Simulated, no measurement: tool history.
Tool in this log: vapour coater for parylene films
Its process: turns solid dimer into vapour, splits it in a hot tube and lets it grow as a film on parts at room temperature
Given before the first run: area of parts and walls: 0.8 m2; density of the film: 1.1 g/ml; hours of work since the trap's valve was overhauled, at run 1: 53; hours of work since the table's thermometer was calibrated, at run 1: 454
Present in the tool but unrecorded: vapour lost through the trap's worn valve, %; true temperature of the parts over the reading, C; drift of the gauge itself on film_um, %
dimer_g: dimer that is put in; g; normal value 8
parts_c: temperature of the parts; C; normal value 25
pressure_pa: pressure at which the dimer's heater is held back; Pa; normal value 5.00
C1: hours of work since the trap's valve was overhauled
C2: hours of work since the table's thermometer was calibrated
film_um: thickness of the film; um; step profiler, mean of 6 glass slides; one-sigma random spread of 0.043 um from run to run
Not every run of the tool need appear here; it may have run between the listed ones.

run 1 hour=0.0 | dimer_g=8 parts_c=25 pressure_pa=5.00 | C1=53 C2=454 | film_um=4.56
run 2 hour=50.3 | dimer_g=8 parts_c=25 pressure_pa=5.00 | C1=82 C2=484 | film_um=4.52
run 3 hour=78.3 | dimer_g=8 parts_c=18 pressure_pa=5.00 | C1=99 C2=500 | film_um=5.65
run 4 hour=109.1 | dimer_g=3 parts_c=25 pressure_pa=5.00 | C1=117 C2=518 | film_um=1.70
run 5 hour=138.6 | dimer_g=3 parts_c=25 pressure_pa=5.00 | C1=134 C2=535 | film_um=1.63
run 6 hour=170.0 | dimer_g=8 parts_c=25 pressure_pa=3.06 | C1=152 C2=553 | film_um=4.93
run 7 hour=223.1 | dimer_g=6 parts_c=17 pressure_pa=4.94 | C1=183 C2=584 | film_um=4.28
-- hour=260.9 trap's valve overhauled
run 8 hour=260.9 | dimer_g=8 parts_c=27 pressure_pa=9.74 | C1=0 C2=604 | film_um=3.81
run 9 hour=312.6 | dimer_g=6 parts_c=27 pressure_pa=9.74 | C1=30 C2=634 | film_um=2.86
run 10 hour=359.1 | dimer_g=9 parts_c=22 pressure_pa=9.74 | C1=57 C2=661 | film_um=4.89

Predict each of these 3 candidate next runs independently; none follows another, all start after run 10:
run A hour=405.0 | dimer_g=9 parts_c=22 pressure_pa=3.97 | C1=84 C2=688 | film_um=?
run B hour=405.0 | dimer_g=8 parts_c=37 pressure_pa=5.00 | C1=84 C2=688 | film_um=?
run C hour=405.0 | dimer_g=8 parts_c=25 pressure_pa=2.29 | C1=84 C2=688 | film_um=?

run=A film_um=5.95
run=B film_um=3.05
run=C film_um=5.61
With the hidden condition removed and each run's random variation left untouched, the same runs would have given:
run=A film_um=6.16
run=B film_um=3.16
run=C film_um=5.81
